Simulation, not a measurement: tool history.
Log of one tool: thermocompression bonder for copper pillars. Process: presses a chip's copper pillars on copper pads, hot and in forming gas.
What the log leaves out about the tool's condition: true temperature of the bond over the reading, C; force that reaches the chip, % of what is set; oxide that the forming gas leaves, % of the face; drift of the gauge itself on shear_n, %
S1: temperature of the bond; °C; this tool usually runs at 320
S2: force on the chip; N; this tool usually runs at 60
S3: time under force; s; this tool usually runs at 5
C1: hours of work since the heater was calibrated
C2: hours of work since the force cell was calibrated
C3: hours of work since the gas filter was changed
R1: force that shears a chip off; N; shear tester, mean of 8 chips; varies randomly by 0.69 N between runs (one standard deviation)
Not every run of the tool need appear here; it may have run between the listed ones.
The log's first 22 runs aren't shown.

run   hour   S1  S2  S3   C1  C2   C3     R1
     201.7  -- force cell calibrated
 23    209  301  68   8  653   3   57   91.3
 24  220.3  301  68  10  658   9   62   96.8
 25  231.1  311  61   8  663  14   67   93.5
 26  241.7  311  61   8  668  19   72   94.3
 27  254.2  320  60   4  673  24   78   81.9
 28  262.6  320  60   4  677  28   82     82
 29  269.9  340  61  10  681  32   85  113.3
     273.4  -- force cell calibrated, once more
 30  283.1  340  61  10  686   5   91  113.7
 31  295.4  320  60  11  692  10   96  104.5
 32  305.3  320  60   5  697  15  101   87.7
 33  316.2  338  55   5  702  20  106   95.8
 34  329.2  338  55   5  708  26  112   94.8
 35  335.2  338  55   5  710  29  115   94.1
 36  344.1  336  57   5  715  33  119   94.2

Below are 4 alternative next runs, each starting from the tool's condition after run 36. Predict each:
  A  350.5  336  57   5  717  36  122   ?
  B  350.5  336  54   5  717  36  122   ?
  C  350.5  347  41   5  717  36  122   ?
  D  350.5  346  78   5  717  36  122   ?

run     R1
  A     95
  B   93.6
  C   90.1
  D  108.7
Stripped of hidden state, with their random variation kept, the same runs would have yielded:
run     R1
  A   93.3
  B   91.8
  C   88.4
  D  107.8

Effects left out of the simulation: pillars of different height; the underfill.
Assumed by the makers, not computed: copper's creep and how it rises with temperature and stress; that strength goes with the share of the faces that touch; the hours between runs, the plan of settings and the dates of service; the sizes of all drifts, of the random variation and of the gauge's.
